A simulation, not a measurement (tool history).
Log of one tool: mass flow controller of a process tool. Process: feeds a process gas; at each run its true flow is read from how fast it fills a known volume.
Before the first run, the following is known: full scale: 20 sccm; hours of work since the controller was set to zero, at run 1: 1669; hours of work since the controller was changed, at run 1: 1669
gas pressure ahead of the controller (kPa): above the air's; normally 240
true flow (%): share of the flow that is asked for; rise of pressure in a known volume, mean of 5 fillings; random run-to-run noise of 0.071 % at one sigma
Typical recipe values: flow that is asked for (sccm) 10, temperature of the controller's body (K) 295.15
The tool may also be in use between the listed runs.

run    hour  flow that is asked for (sccm)  gas pressure ahead of the controller (kPa)  temperature of the controller's body (K)  hours of work since the controller was set to zero  hours of work since the controller was changed  true flow (%)
  1       0                             10                                         240                                    295.15                                                1669                                            1669          98.19
  2   118.5                             10                                         249                                    295.15                                                1758                                            1758          98.38
  3   215.5                             10                                         240                                    295.15                                                1830                                            1830          98.08
  4   338.9                             10                                         240                                    295.15                                                1922                                            1922          98.03
  5   453.9                              8                                         240                                    295.15                                                2008                                            2008          97.69
  6   555.7                             10                                         240                                    295.15                                                2084                                            2084          98.06
  7   726.3                             19                                         240                                    295.15                                                2212                                            2212           98.9
  8   859.3                             19                                         240                                    295.15                                                2311                                            2311          98.69
  9     986                             19                                         240                                    295.15                                                2406                                            2406          98.58
 10  1078.2                             16                                         240                                    295.15                                                2474                                            2474          98.27
 11    1251                             16                                         240                                    295.15                                                2603                                            2603          98.31
 12  1384.7                             10                                         188                                    295.15                                                2703                                            2703          97.38
 13  1507.3                              4                                         188                                    295.15                                                2795                                            2795           95.3
 14  1682.5                              4                                         188                                    295.15                                                2926                                            2926          95.23
 15  1835.8                              4                                         188                                    295.15                                                3040                                            3040          94.92
 16  1985.3                              4                                         188                                    295.15                                                3152                                            3152          94.93
 17  2210.9                              4                                         188                                    295.15                                                3320                                            3320          94.77
 18  2415.4                             15                                         240                                    294.15                                                3473                                            3473          97.66
 19  2594.4                             15                                         240                                    294.15                                                3607                                            3607          97.67
 20  2744.7                             15                                         240                                    294.15                                                3719                                            3719          97.42
 21    2927                              9                                         240                                    296.15                                                3855                                            3855          96.47
 22  3037.7                             12                                         146                                    298.15                                                3938                                            3938          96.86
 23  3242.8                              8                                         240                                    295.15                                                4091                                            4091             96
 24  3428.2                              4                                         154                                    310.15                                                4229                                            4229          93.69
 25  3628.8                              5                                         273                                    300.15                                                4379                                            4379          94.65
 26  3755.4                             10                                         247                                    300.15                                                4473                                            4473          96.36
 27  3886.4                              5                                         215                                    295.15                                                4571                                            4571          94.19
 28  4078.7                              5                                         144                                    295.15                                                4715                                            4715          93.88
 29  4241.7                              5                                         190                                    295.15                                                4836                                            4836          93.74
 30  4354.9                              5                                         240                                    311.15                                                4921                                            4921          94.19
 31  4453.2                              3                                         214                                    295.15                                                4994                                            4994          91.19
 32  4626.4                              6                                         180                                    308.15                                                5124                                            5124          94.46
 33  4852.7                              2                                         194                                    297.15                                                5293                                            5293          87.56
 34    4958                              2                                         194                                    297.15                                                5371                                            5371           87.3

Forecast each of these 5 alternatives for the next run:
  A  5112.9                              2                                         194                                    308.15                                                5487                                            5487              ?
  B  5112.9                              2                                         144                                    301.15                                                5487                                            5487              ?
  C  5112.9                              2                                         167                                    307.15                                                5487                                            5487              ?
  D  5112.9                              2                                         237                                    297.15                                                5487                                            5487              ?
  E  5112.9                             18                                         170                                    302.15                                                5487                                            5487              ?

run  true flow (%)
  A          87.28
  B          86.96
  C          87.21
  D          87.25
  E          96.86
Without the tool's hidden state the same runs would have given:
run  true flow (%)
  A          99.11
  B          98.79
  C          99.04
  D          99.09
  E          99.85
